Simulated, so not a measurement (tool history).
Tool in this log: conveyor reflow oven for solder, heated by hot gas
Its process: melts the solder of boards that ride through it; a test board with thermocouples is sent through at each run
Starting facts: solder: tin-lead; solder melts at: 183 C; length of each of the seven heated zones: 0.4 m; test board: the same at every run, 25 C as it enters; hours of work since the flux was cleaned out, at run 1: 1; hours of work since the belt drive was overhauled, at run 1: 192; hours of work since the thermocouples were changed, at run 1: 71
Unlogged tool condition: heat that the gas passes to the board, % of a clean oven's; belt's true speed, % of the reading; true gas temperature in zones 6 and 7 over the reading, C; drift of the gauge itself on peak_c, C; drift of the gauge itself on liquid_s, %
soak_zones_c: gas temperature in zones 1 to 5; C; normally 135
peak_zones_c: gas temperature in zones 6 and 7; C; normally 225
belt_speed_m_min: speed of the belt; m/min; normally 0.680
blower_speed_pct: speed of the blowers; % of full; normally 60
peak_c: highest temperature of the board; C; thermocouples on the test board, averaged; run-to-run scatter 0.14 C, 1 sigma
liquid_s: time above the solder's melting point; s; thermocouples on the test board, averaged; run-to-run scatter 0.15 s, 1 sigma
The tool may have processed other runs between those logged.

| run | hour | soak_zones_c | peak_zones_c | belt_speed_m_min | blower_speed_pct | hours of work since the flux was cleaned out | hours of work since the belt drive was overhauled | hours of work since the thermocouples were changed | peak_c | liquid_s |
|---|---|---|---|---|---|---|---|---|---|---|
| 1 | 0.0 | 135 | 225 | 0.680 | 60 | 1 | 192 | 71 | 212.7 | 49.5 |
| 2 | 10.3 | 135 | 225 | 0.629 | 60 | 6 | 197 | 76 | 214.8 | 56.0 |
| 3 | 22.4 | 135 | 225 | 0.629 | 60 | 12 | 203 | 82 | 214.6 | 56.1 |
| 4 | 35.5 | 135 | 225 | 0.629 | 60 | 18 | 209 | 88 | 214.7 | 56.1 |
| 5 | 49.6 | 135 | 225 | 0.629 | 60 | 25 | 216 | 95 | 214.7 | 55.9 |
| 6 | 59.8 | 135 | 225 | 0.629 | 60 | 30 | 221 | 100 | 214.7 | 55.9 |
| 7 | 72.5 | 135 | 225 | 0.629 | 60 | 36 | 227 | 106 | 214.8 | 56.4 |
| 8 | 84.3 | 135 | 225 | 0.680 | 60 | 42 | 233 | 112 | 212.7 | 49.6 |
| 9 | 96.4 | 135 | 225 | 0.659 | 60 | 48 | 239 | 118 | 213.6 | 52.2 |
| 10 | 109.6 | 135 | 225 | 0.777 | 60 | 54 | 245 | 124 | 209.1 | 39.7 |
| 11 | 126.8 | 135 | 225 | 0.777 | 60 | 63 | 254 | 133 | 209.2 | 39.8 |
| 12 | 144.5 | 135 | 225 | 0.777 | 60 | 71 | 262 | 141 | 208.8 | 39.9 |
| 13 | 156.6 | 135 | 225 | 0.777 | 60 | 77 | 268 | 147 | 209.0 | 39.7 |
| 14 | 165.3 | 135 | 225 | 0.777 | 78 | 81 | 272 | 151 | 212.8 | 43.3 |
| 15 | 182.8 | 135 | 225 | 0.777 | 78 | 90 | 281 | 160 | 212.7 | 43.0 |
| 16 | 199.9 | 135 | 225 | 0.777 | 78 | 98 | 289 | 168 | 212.8 | 43.0 |
| 17 | 215.2 | 135 | 225 | 0.777 | 78 | 106 | 297 | 176 | 212.6 | 43.3 |
| 18 | 229.6 | 135 | 217 | 0.680 | 60 | 113 | 304 | 183 | 205.6 | 44.0 |
| 19 | 242.9 | 135 | 227 | 0.680 | 68 | 119 | 310 | 189 | 216.0 | 52.4 |
| 20 | 250.9 | 147 | 225 | 0.680 | 66 | 123 | 314 | 193 | 215.6 | 56.4 |
| 21 | 262.7 | 130 | 225 | 0.680 | 66 | 129 | 320 | 199 | 213.2 | 48.9 |
| 22 | 271.6 | 130 | 225 | 0.560 | 87 | 133 | 324 | 203 | 219.8 | 68.2 |
| 23 | 287.9 | 135 | 233 | 0.680 | 82 | 141 | 332 | 211 | 223.9 | 57.4 |

Predict the results of run 24:
| 24 | 305.3 | 149 | 225 | 0.680 | 74 | 150 | 341 | 220 | ? | ? |

peak_c: 216.8 C
liquid_s: 58.1 s
If the tool had no hidden condition, the same run with the same run-to-run variation would have returned peak_c 216.9 C, liquid_s 58.1 s.
